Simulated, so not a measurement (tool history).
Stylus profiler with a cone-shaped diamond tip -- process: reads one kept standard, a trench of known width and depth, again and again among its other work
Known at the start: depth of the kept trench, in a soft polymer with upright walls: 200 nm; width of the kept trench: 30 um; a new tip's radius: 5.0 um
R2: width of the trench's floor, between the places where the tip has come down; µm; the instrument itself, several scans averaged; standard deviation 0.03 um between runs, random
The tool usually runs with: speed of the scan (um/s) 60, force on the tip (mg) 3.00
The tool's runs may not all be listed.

{"run": 1, "hour": 0.0, "speed of the scan (um/s)": 60, "force on the tip (mg)": 3.0, "depth of the trench (nm)": 203.07, "R2": 25.8}
{"run": 2, "hour": 57.4, "speed of the scan (um/s)": 60, "force on the tip (mg)": 3.0, "depth of the trench (nm)": 203.02, "R2": 25.73}
{"run": 3, "hour": 153.2, "speed of the scan (um/s)": 60, "force on the tip (mg)": 3.0, "depth of the trench (nm)": 203.19, "R2": 25.78}
{"run": 4, "hour": 254.2, "speed of the scan (um/s)": 60, "force on the tip (mg)": 3.0, "depth of the trench (nm)": 203.08, "R2": 25.77}
{"run": 5, "hour": 354.1, "speed of the scan (um/s)": 60, "force on the tip (mg)": 3.0, "depth of the trench (nm)": 203.22, "R2": 25.7}
{"run": 6, "hour": 410.1, "speed of the scan (um/s)": 60, "force on the tip (mg)": 3.0, "depth of the trench (nm)": 203.08, "R2": 25.71}
{"run": 7, "hour": 469.9, "speed of the scan (um/s)": 60, "force on the tip (mg)": 3.0, "depth of the trench (nm)": 203.13, "R2": 25.68}
{"run": 8, "hour": 530.4, "speed of the scan (um/s)": 60, "force on the tip (mg)": 1.96, "depth of the trench (nm)": 202.55, "R2": 25.62}
{"run": 9, "hour": 629.4, "speed of the scan (um/s)": 60, "force on the tip (mg)": 1.96, "depth of the trench (nm)": 202.5, "R2": 25.59}
{"run": 10, "hour": 728.7, "speed of the scan (um/s)": 60, "force on the tip (mg)": 4.49, "depth of the trench (nm)": 204.14, "R2": 25.61}
{"run": 11, "hour": 805.7, "speed of the scan (um/s)": 60, "force on the tip (mg)": 3.0, "depth of the trench (nm)": 203.2, "R2": 25.6}
{"run": 12, "hour": 910.5, "speed of the scan (um/s)": 60, "force on the tip (mg)": 3.0, "depth of the trench (nm)": 203.45, "R2": 25.58}
{"run": 13, "hour": 1015.9, "speed of the scan (um/s)": 60, "force on the tip (mg)": 3.0, "depth of the trench (nm)": 203.21, "R2": 25.5}
{"run": 14, "hour": 1117.9, "speed of the scan (um/s)": 60, "force on the tip (mg)": 3.0, "depth of the trench (nm)": 203.48, "R2": 25.5}
{"run": 15, "hour": 1179.9, "speed of the scan (um/s)": 60, "force on the tip (mg)": 3.0, "depth of the trench (nm)": 203.42, "R2": 25.43}
{"run": 16, "hour": 1236.4, "speed of the scan (um/s)": 60, "force on the tip (mg)": 3.0, "depth of the trench (nm)": 203.45, "R2": 25.46}
{"run": 17, "hour": 1291.8, "speed of the scan (um/s)": 187, "force on the tip (mg)": 3.0, "depth of the trench (nm)": 203.3, "R2": 25.24}
{"run": 18, "hour": 1370.2, "speed of the scan (um/s)": 207, "force on the tip (mg)": 4.07, "depth of the trench (nm)": 204.18, "R2": 25.21}
{"run": 19, "hour": 1424.4, "speed of the scan (um/s)": 120, "force on the tip (mg)": 1.9, "depth of the trench (nm)": 202.72, "R2": 25.27}
{"run": 20, "hour": 1501.3, "speed of the scan (um/s)": 120, "force on the tip (mg)": 1.9, "depth of the trench (nm)": 202.72, "R2": 25.24}
{"hour": 1560.4, "done": "new tip fitted, height scale calibrated"}
{"run": 21, "hour": 1594.9, "speed of the scan (um/s)": 63, "force on the tip (mg)": 3.11, "depth of the trench (nm)": 202.96, "R2": 26.94}
{"run": 22, "hour": 1659.4, "speed of the scan (um/s)": 63, "force on the tip (mg)": 3.11, "depth of the trench (nm)": 202.95, "R2": 27.01}
{"run": 23, "hour": 1768.4, "speed of the scan (um/s)": 29, "force on the tip (mg)": 1.86, "depth of the trench (nm)": 202.21, "R2": 26.96}
{"run": 24, "hour": 1824.5, "speed of the scan (um/s)": 79, "force on the tip (mg)": 1.06, "depth of the trench (nm)": 201.46, "R2": 26.81}
{"run": 25, "hour": 1871.7, "speed of the scan (um/s)": 54, "force on the tip (mg)": 3.0, "depth of the trench (nm)": 202.96, "R2": 26.88}

Estimate the outcome of run 26 from the log above:
{"run": 26, "hour": 1966.4, "speed of the scan (um/s)": 43, "force on the tip (mg)": 1.11, "depth of the trench (nm)": "?", "R2": "?"}

Logged for run 26: depth of the trench (nm) 201.60, R2 26.89 µm.
With the hidden condition absent and the run-to-run variation left alone, this run would have shown depth of the trench (nm) 201.55, R2 27.10 µm.

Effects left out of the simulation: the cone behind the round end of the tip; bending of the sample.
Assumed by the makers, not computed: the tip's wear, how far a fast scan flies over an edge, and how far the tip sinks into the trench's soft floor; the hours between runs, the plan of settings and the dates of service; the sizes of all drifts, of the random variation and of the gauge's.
